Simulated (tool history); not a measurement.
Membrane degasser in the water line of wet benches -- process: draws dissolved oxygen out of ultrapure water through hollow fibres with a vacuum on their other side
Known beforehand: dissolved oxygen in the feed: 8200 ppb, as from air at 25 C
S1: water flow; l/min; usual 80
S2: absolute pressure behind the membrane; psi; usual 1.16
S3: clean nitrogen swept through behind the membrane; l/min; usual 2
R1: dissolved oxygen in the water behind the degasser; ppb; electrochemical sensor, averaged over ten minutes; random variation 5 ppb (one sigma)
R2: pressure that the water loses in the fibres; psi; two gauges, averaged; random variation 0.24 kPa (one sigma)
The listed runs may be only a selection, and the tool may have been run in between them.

| run | day | S1 | S2 | S3 | R1 | R2 |
|---|---|---|---|---|---|---|
| 1 | 0 | 80 | 1.16 | 2 | 528 | 9.262 |
| 2 | 2.754 | 80 | 1.16 | 1.32 | 666.2 | 9.33 |
| 3 | 4.642 | 51 | 1.16 | 2 | 309.8 | 5.909 |
| 4 | 6.538 | 51 | 1.16 | 2 | 306.2 | 5.925 |
| 5 | 7.992 | 51 | 1.16 | 2 | 311.3 | 5.936 |
| 6 | 9.383 | 80 | 1.16 | 2 | 530.7 | 9.251 |
| 7 | 12.062 | 80 | 1.16 | 2 | 522.5 | 9.274 |
| 8 | 13.983 | 80 | 1.16 | 2 | 529.5 | 9.252 |
| 9 | 15.921 | 80 | 1.16 | 2 | 531.6 | 9.346 |
| 10 | 17.096 | 82 | 1.16 | 2 | 553.2 | 9.516 |
| 11 | 19.708 | 82 | 0.905 | 2 | 413.5 | 9.448 |
| 12 | 21.762 | 80 | 1.16 | 2 | 534 | 9.214 |
| 13 | 23.283 | 80 | 1.16 | 2 | 536.5 | 9.274 |
| 14 | 24.7 | 80 | 1.16 | 2 | 533.7 | 9.252 |
| 15 | 27.321 | 80 | 1.16 | 2 | 527.6 | 9.303 |
| 16 | 29.271 | 80 | 1.16 | 2 | 529.3 | 9.277 |
| 17 | 31.804 | 80 | 2.712 | 1.69 | 1366.6 | 9.301 |
| 18 | 33.267 | 68 | 1.079 | 3.35 | 292.5 | 7.896 |
| 19 | 34.429 | 114 | 1.16 | 2 | 834.9 | 13.297 |
| 20 | 36.012 | 108 | 1.825 | 2 | 1151.9 | 12.628 |
| 21 | 38.354 | 108 | 1.825 | 2 | 1164.3 | 12.508 |
| 22 | 40.088 | 80 | 1.838 | 1.66 | 969.7 | 9.313 |
| 23 | 41.712 | 126 | 2.324 | 2.89 | 1375 | 14.701 |
| 24 | 44.438 | 80 | 1.166 | 2.41 | 484.6 | 9.3 |
| 25 | 45.925 | 80 | 1.166 | 2.41 | 490 | 9.297 |
| 26 | 47.329 | 49 | 0.764 | 2.41 | 137.2 | 5.707 |
| 27 | 49.188 | 49 | 0.764 | 2.41 | 139.4 | 5.703 |
| 28 | 51.246 | 80 | 2.1 | 4.45 | 582.5 | 9.335 |
| 29 | 53.442 | 60 | 1.197 | 4.98 | 209.9 | 6.908 |
| 30 | 55.062 | 80 | 1.16 | 4.64 | 342.9 | 9.293 |
| 31 | 57.204 | 80 | 1.16 | 4.64 | 336.4 | 9.313 |

Selected run-to-run steps in R1, each split into two signed amounts: the part the tool would show with no hidden state at all (from settings, incoming material and random variation), and the remainder, which goes to the hidden state together with any gauge scatter not common to the measured and the hidden-state-free results:
Hidden conditions of the tool in this case: membrane still open, %; true pressure behind the membrane over the reading, kPa; air that leaks in behind the membrane, l/min; drift of the gauge itself on oxygen_ppb, %; drift of the gauge itself on loss_of_pressure_kpa, %.
Run 2 -> 3: S1 80 -> 51, S3 1.32 -> 2. R1 -356.4 ppb: hidden state -16.9, all else -339.5.
Run 16 -> 17: S2 1.16 -> 2.712, S3 2 -> 1.69. R1 +837.3 ppb: hidden state -1.8, all else +839.1.
Run 17 -> 18: S1 80 -> 68, S2 2.712 -> 1.079, S3 1.69 -> 3.35. R1 -1074.1 ppb: hidden state -10.7, all else -1063.4.
Run 18 -> 19: S1 68 -> 114, S2 1.079 -> 1.16, S3 3.35 -> 2. R1 +542.4 ppb: hidden state +25.1, all else +517.3.
Run 23 -> 24: S1 126 -> 80, S2 2.324 -> 1.166, S3 2.89 -> 2.41. R1 -890.4 ppb: hidden state -4.9, all else -885.5.
Run 25 -> 26: S1 80 -> 49, S2 1.166 -> 0.764. R1 -352.8 ppb: hidden state -13, all else -339.8.

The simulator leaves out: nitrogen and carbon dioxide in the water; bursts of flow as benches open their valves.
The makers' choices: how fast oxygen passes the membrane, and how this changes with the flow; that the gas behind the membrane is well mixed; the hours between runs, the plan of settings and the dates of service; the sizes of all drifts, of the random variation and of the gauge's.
